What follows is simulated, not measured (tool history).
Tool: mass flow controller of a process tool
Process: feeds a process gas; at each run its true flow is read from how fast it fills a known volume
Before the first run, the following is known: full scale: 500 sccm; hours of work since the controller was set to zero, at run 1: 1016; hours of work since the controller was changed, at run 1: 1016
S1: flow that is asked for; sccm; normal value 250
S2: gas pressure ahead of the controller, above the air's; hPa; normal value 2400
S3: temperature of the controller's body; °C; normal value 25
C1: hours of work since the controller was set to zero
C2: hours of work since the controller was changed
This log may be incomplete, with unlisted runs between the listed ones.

run 1 day=0 | S1=250 S2=2400 S3=25 | C1=1016 C2=1016 | true_flow_(%)=97.84
run 2 day=4.783 | S1=250 S2=2400 S3=25 | C1=1051 C2=1051 | true_flow_(%)=97.87
run 3 day=7.629 | S1=250 S2=2400 S3=25 | C1=1071 C2=1071 | true_flow_(%)=97.96
run 4 day=11.533 | S1=250 S2=2400 S3=25 | C1=1099 C2=1099 | true_flow_(%)=97.92
run 5 day=15.454 | S1=250 S2=2400 S3=25 | C1=1127 C2=1127 | true_flow_(%)=97.96
run 6 day=19.112 | S1=250 S2=2400 S3=25 | C1=1154 C2=1154 | true_flow_(%)=98.05
run 7 day=22.921 | S1=250 S2=2400 S3=25 | C1=1181 C2=1181 | true_flow_(%)=97.87
run 8 day=26.488 | S1=250 S2=2400 S3=25 | C1=1207 C2=1207 | true_flow_(%)=97.87
run 9 day=32.204 | S1=250 S2=2400 S3=25 | C1=1248 C2=1248 | true_flow_(%)=97.87
run 10 day=35.662 | S1=250 S2=1840 S3=25 | C1=1273 C2=1273 | true_flow_(%)=98.11
run 11 day=40.546 | S1=250 S2=2400 S3=25 | C1=1308 C2=1308 | true_flow_(%)=97.81
run 12 day=45.05 | S1=250 S2=2400 S3=25 | C1=1341 C2=1341 | true_flow_(%)=97.75
run 13 day=49.067 | S1=147 S2=2400 S3=25 | C1=1370 C2=1370 | true_flow_(%)=97.21
run 14 day=54.612 | S1=147 S2=2400 S3=25 | C1=1410 C2=1410 | true_flow_(%)=97.35
run 15 day=59.788 | S1=147 S2=2400 S3=25 | C1=1447 C2=1447 | true_flow_(%)=97.27
run 16 day=63.404 | S1=147 S2=2400 S3=25 | C1=1473 C2=1473 | true_flow_(%)=97.3
run 17 day=66.125 | S1=147 S2=2400 S3=25 | C1=1492 C2=1492 | true_flow_(%)=97.24
run 18 day=70.596 | S1=147 S2=2400 S3=25 | C1=1525 C2=1525 | true_flow_(%)=97.24
run 19 day=74.65 | S1=146 S2=2400 S3=25 | C1=1554 C2=1554 | true_flow_(%)=97.35
run 20 day=78.267 | S1=146 S2=2400 S3=25 | C1=1580 C2=1580 | true_flow_(%)=97.24
run 21 day=82.804 | S1=146 S2=2400 S3=25 | C1=1613 C2=1613 | true_flow_(%)=97.14
run 22 day=88.129 | S1=146 S2=2400 S3=25 | C1=1651 C2=1651 | true_flow_(%)=97.09
run 23 day=90.858 | S1=146 S2=2400 S3=25 | C1=1671 C2=1671 | true_flow_(%)=97.22
run 24 day=93.375 | S1=146 S2=2400 S3=25 | C1=1689 C2=1689 | true_flow_(%)=97.2
run 25 day=95.8 | S1=146 S2=2400 S3=24 | C1=1706 C2=1706 | true_flow_(%)=97.25
run 26 day=99.208 | S1=146 S2=2400 S3=24 | C1=1731 C2=1731 | true_flow_(%)=97.14
run 27 day=103.492 | S1=60 S2=2150 S3=34 | C1=1762 C2=1762 | true_flow_(%)=98.12
run 28 day=108.308 | S1=62 S2=1830 S3=34 | C1=1796 C2=1796 | true_flow_(%)=98.23
run 29 day=113.883 | S1=124 S2=2400 S3=20 | C1=1837 C2=1837 | true_flow_(%)=96.77
run 30 day=118.417 | S1=124 S2=2400 S3=20 | C1=1869 C2=1869 | true_flow_(%)=96.85
run 31 day=122.45 | S1=250 S2=1850 S3=25 | C1=1898 C2=1898 | true_flow_(%)=97.7

What does the tool deliver on the next run?
run 32 day=126.767 | S1=213 S2=1880 S3=23 | C1=1929 C2=1929 | true_flow_(%)=?

Run 32 produced true flow (%) 97.61.
With no hidden state in the tool, this same run would have given true flow (%) 98.18.

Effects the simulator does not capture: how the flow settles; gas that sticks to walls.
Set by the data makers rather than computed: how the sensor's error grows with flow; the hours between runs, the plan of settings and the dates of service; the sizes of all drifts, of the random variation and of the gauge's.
